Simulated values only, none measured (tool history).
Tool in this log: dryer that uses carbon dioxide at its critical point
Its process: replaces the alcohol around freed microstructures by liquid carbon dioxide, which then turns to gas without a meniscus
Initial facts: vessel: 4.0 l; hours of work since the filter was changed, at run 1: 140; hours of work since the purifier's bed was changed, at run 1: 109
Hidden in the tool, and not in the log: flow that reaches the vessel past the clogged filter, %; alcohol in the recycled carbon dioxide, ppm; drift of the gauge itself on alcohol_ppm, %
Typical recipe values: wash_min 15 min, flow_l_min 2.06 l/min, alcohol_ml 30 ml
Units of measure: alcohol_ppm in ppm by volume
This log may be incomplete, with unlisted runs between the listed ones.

run	hour	wash_min	flow_l_min	alcohol_ml	hours of work since the filter was changed	hours of work since the purifier's bed was changed	alcohol_ppm
1	0	15	2.06	30	140	109	91
# hour 27.4: inlet filter changed
2	27.4	15	2.06	41	0	127	88
3	62.6	15	2.06	41	24	152	103
4	96.8	15	2.06	30	48	175	92
5	134.1	15	1.74	30	74	201	157
6	179.3	21	2.06	30	105	233	82
7	205.6	21	2.06	30	123	251	89
8	250.4	15	2.06	30	154	282	153
# hour 256.9: inlet filter changed
9	276.8	15	2.06	30	14	299	134
10	315.8	15	3.19	30	41	326	103
11	344	15	3.19	30	60	346	117
12	374.5	15	3.19	30	81	367	117
13	420.7	10	1.39	69	113	399	2068
14	459.7	10	1.39	69	140	426	2234
15	480	10	1.39	31	154	440	1119
# hour 488.4: inlet filter changed
16	502.8	10	1.55	84	10	455	1529
17	547.2	10	1.38	50	41	486	1352
18	587.5	10	1.38	50	69	514	1470

Measured less the same run without the tool's hidden state. The same run-to-run variation is in both; the gauge's scatter may not be:
run	alcohol_ppm
1	+61
2	+41
3	+53
4	+64
5	+93
6	+77
7	+83
8	+124
9	+96
10	+101
11	+105
12	+113
13	+594
14	+738
15	+443
16	+187
17	+261
18	+357

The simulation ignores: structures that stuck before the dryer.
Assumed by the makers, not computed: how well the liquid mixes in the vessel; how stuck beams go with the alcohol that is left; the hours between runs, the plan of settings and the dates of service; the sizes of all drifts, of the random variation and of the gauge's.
